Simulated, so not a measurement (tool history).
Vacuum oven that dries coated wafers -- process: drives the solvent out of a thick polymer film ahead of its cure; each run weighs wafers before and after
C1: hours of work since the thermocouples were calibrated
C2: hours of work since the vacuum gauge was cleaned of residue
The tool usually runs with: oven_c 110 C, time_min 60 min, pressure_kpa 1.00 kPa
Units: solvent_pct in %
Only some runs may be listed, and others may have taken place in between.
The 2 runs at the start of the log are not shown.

Run 3, day 0.583: usual settings; C1 230; C2 376. Result: solvent_pct 1.42 %.
Run 4, day 1.071: usual settings; C1 237; C2 384. Result: solvent_pct 1.29 %.
Run 5, day 1.554: usual settings; C1 244; C2 391. Result: solvent_pct 1.39 %.
Run 6, day 1.783: usual settings; C1 247; C2 394. Result: solvent_pct 1.39 %.
Run 7, day 2.292: usual settings; C1 255; C2 401. Result: solvent_pct 1.32 %.
Run 8, day 2.550: usual settings; C1 259; C2 405. Result: solvent_pct 1.35 %.
Run 9, day 2.946: usual settings; C1 265; C2 411. Result: solvent_pct 1.40 %.
Run 10, day 3.400: usual settings; C1 271; C2 418. Result: solvent_pct 1.32 %.
Run 11, day 3.762: usual settings but oven_c 108 C; C1 277; C2 423. Result: solvent_pct 1.71 %.
Run 12, day 4.038: usual settings but oven_c 108 C; C1 281; C2 427. Result: solvent_pct 1.70 %.
Run 13, day 4.271: usual settings but pressure_kpa 3.00 kPa; C1 284; C2 431. Result: solvent_pct 1.98 %.
Run 14, day 4.512: usual settings but pressure_kpa 3.00 kPa; C1 288; C2 434. Result: solvent_pct 2.05 %.
Run 15, day 4.875: usual settings but oven_c 102 C; C1 293; C2 440. Result: solvent_pct 3.05 %.
Run 16, day 5.121: usual settings but oven_c 102 C; C1 297; C2 443. Result: solvent_pct 3.01 %.
Run 17, day 5.479: usual settings but oven_c 102 C; C1 302; C2 448. Result: solvent_pct 2.97 %.
Run 18, day 5.742: usual settings but oven_c 102 C; C1 306; C2 452. Result: solvent_pct 2.95 %.
Run 19, day 6.050: usual settings but oven_c 102 C; C1 310; C2 457. Result: solvent_pct 2.96 %.
Run 20, day 6.575: usual settings but oven_c 102 C; C1 318; C2 465. Result: solvent_pct 2.93 %.
Run 21, day 6.783: usual settings but time_min 38 min; C1 321; C2 468. Result: solvent_pct 2.99 %.
Run 22, day 7.008: usual settings but oven_c 112 C, time_min 108 min; C1 324; C2 471. Result: solvent_pct 0.40 %.
Run 23, day 7.229: usual settings but oven_c 112 C, time_min 108 min, pressure_kpa 2.31 kPa; C1 328; C2 474. Result: solvent_pct 0.75 %.
Run 24, day 7.658: usual settings but oven_c 96 C, time_min 47 min, pressure_kpa 2.47 kPa; C1 334; C2 481. Result: solvent_pct 6.45 %.
Run 25, day 8.046: usual settings but oven_c 96 C, time_min 44 min, pressure_kpa 2.47 kPa; C1 340; C2 486. Result: solvent_pct 6.79 %.
Run 26, day 8.542: usual settings but oven_c 100 C, time_min 61 min, pressure_kpa 3.90 kPa; C1 347; C2 494. Result: solvent_pct 4.61 %.
Run 27, day 8.842: usual settings but time_min 72 min, pressure_kpa 0.85 kPa; C1 351; C2 498. Result: solvent_pct 0.86 %.

Run 28 comes next. What will it give?
Run 28, day 9.121: usual settings but oven_c 102 C, time_min 72 min, pressure_kpa 0.61 kPa; C1 355; C2 502. Result: solvent_pct ?.

solvent_pct: 2.11 %
Minus the tool's unlogged condition, the same run would have read solvent_pct 2.08 %.

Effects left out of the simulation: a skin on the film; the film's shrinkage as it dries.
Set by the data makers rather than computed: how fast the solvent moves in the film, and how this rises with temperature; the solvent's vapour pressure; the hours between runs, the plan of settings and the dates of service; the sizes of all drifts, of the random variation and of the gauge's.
